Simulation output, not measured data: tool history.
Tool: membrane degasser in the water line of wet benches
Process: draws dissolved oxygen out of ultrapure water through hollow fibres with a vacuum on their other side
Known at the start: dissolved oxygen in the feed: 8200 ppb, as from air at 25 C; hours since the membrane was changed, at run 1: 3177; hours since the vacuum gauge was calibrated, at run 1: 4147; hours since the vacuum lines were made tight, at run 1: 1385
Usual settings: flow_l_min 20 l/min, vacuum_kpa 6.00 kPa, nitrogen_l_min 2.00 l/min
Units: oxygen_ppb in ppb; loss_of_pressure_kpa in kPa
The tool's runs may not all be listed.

run,hour,flow_l_min,vacuum_kpa,nitrogen_l_min,hours since the membrane was changed,hours since the vacuum gauge was calibrated,hours since the vacuum lines were made tight,oxygen_ppb,loss_of_pressure_kpa
1,0.0,20,6.00,2.00,3177,4147,1385,351.9,34.28
2,187.9,20,6.00,2.00,3365,4335,1573,353.6,34.07
3,377.2,20,6.00,2.00,3554,4524,1762,353.0,34.17
4,526.7,12,6.00,2.00,3704,4674,1911,105.6,20.60
5,702.8,20,5.03,2.00,3880,4850,2088,333.0,34.11
# hour 732.4: vacuum gauge calibrated
6,993.9,18,6.00,2.00,4170,261,2378,287.7,30.86
7,1141.2,18,6.00,2.00,4318,409,2525,284.7,30.88
8,1288.5,17,3.67,1.58,4465,556,2673,214.0,29.15
9,1433.6,24,6.28,1.20,4610,701,2818,586.3,41.26
10,1616.2,24,6.28,1.20,4793,884,3001,582.0,41.15
11,1929.4,23,3.78,4.67,5106,1197,3314,417.6,39.48
12,2143.0,30,10.83,5.96,5319,1411,3527,765.8,51.56
# hour 2247.4: vacuum gauge calibrated, once more
13,2404.1,25,7.43,2.27,5580,157,3788,590.4,42.98
14,2572.5,13,3.67,1.95,5748,325,3956,93.7,22.52

How the hidden state differs across the entries between the runs, from the last listed run before each to the first after it:
Between runs 5 and 6: vacuum gauge calibrated (hour 732.4)
  true pressure behind the membrane over the reading, kPa: 0.21 -> 0.34; air that leaks in behind the membrane, l/min: 0.0049 -> 0.0053
  measured less the result without the state, oxygen_ppb: +13.7 -> +15.3 ppb; loss_of_pressure_kpa: +0.32 -> +0.31 kPa
Between runs 12 and 13: vacuum gauge calibrated, once more (hour 2247.4)
  membrane still open, %: 98.7 -> 98.6; true pressure behind the membrane over the reading, kPa: 0.41 -> -0.01; air that leaks in behind the membrane, l/min: 0.0069 -> 0.0072
  measured less the result without the state, oxygen_ppb: +26.2 -> +19.0 ppb; loss_of_pressure_kpa: +0.68 -> +0.60 kPa

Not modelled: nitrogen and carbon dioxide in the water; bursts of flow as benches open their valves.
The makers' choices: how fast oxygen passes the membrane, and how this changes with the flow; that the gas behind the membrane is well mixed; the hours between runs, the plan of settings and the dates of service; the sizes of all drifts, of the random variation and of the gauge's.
